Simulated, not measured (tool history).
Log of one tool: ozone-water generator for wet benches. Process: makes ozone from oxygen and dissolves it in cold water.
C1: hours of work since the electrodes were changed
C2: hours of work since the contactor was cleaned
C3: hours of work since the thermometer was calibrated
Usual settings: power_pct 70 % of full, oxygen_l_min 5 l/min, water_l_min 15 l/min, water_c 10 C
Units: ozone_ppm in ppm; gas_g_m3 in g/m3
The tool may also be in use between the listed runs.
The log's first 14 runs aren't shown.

run 15 day=67.838 | power_pct=70 oxygen_l_min=5 water_l_min=15 water_c=10 | C1=1711 C2=2818 C3=781 | ozone_ppm=25.4 gas_g_m3=181.6
run 16 day=71.746 | power_pct=70 oxygen_l_min=5 water_l_min=15 water_c=9 | C1=1775 C2=2882 C3=846 | ozone_ppm=26 gas_g_m3=180.6
run 17 day=74.879 | power_pct=70 oxygen_l_min=5 water_l_min=15 water_c=9 | C1=1826 C2=2933 C3=897 | ozone_ppm=26.1 gas_g_m3=180.2
run 18 day=78.025 | power_pct=95 oxygen_l_min=3.37 water_l_min=18 water_c=9 | C1=1878 C2=2985 C3=949 | ozone_ppm=27.8 gas_g_m3=290.8
run 19 day=84.354 | power_pct=64 oxygen_l_min=8.27 water_l_min=15 water_c=10 | C1=1982 C2=3089 C3=1053 | ozone_ppm=23.8 gas_g_m3=131.8
run 20 day=87.821 | power_pct=64 oxygen_l_min=8.27 water_l_min=15 water_c=10 | C1=2039 C2=3146 C3=1110 | ozone_ppm=23.6 gas_g_m3=131.7
run 21 day=92.433 | power_pct=50 oxygen_l_min=3.72 water_l_min=11 water_c=10 | C1=2115 C2=3222 C3=1185 | ozone_ppm=23.5 gas_g_m3=154.8
run 22 day=98.225 | power_pct=50 oxygen_l_min=3.72 water_l_min=11 water_c=10 | C1=2210 C2=3317 C3=1281 | ozone_ppm=23.6 gas_g_m3=154.2
run 23 day=102.879 | power_pct=50 oxygen_l_min=3.72 water_l_min=11 water_c=10 | C1=2287 C2=3393 C3=1357 | ozone_ppm=23.4 gas_g_m3=155.5
run 24 day=107.321 | power_pct=40 oxygen_l_min=5 water_l_min=15 water_c=10 | C1=2360 C2=3466 C3=1430 | ozone_ppm=15.4 gas_g_m3=109.1
run 25 day=113.638 | power_pct=40 oxygen_l_min=5 water_l_min=15 water_c=10 | C1=2463 C2=3570 C3=1534 | ozone_ppm=15.3 gas_g_m3=109.7
run 26 day=117.742 | power_pct=40 oxygen_l_min=5 water_l_min=15 water_c=10 | C1=2531 C2=3638 C3=1601 | ozone_ppm=15.3 gas_g_m3=109.2
run 27 day=124.654 | power_pct=59 oxygen_l_min=5 water_l_min=15 water_c=10 | C1=2644 C2=3751 C3=1715 | ozone_ppm=21.7 gas_g_m3=155.1
run 28 day=127.55 | power_pct=71 oxygen_l_min=3.12 water_l_min=18 water_c=17 | C1=2692 C2=3799 C3=1763 | ozone_ppm=19.2 gas_g_m3=230.6
run 29 day=130.925 | power_pct=69 oxygen_l_min=4.91 water_l_min=18 water_c=6 | C1=2747 C2=3854 C3=1818 | ozone_ppm=22.8 gas_g_m3=178.9
run 30 day=135.596 | power_pct=93 oxygen_l_min=7.23 water_l_min=17 water_c=10 | C1=2824 C2=3931 C3=1895 | ozone_ppm=30.5 gas_g_m3=196.8
run 31 day=140.504 | power_pct=70 oxygen_l_min=3.32 water_l_min=21 water_c=6 | C1=2905 C2=4012 C3=1975 | ozone_ppm=18.3 gas_g_m3=220.1

Run 32 comes next. What will it give?
run 32 day=146.796 | power_pct=59 oxygen_l_min=2.94 water_l_min=21 water_c=18 | C1=3008 C2=4115 C3=2079 | ozone_ppm=? gas_g_m3=?

ozone_ppm: 13.6 ppm
gas_g_m3: 200.4 g/m3
Without the tool's hidden state the same run would have given ozone_ppm 13.6 ppm, gas_g_m3 204.8 g/m3.
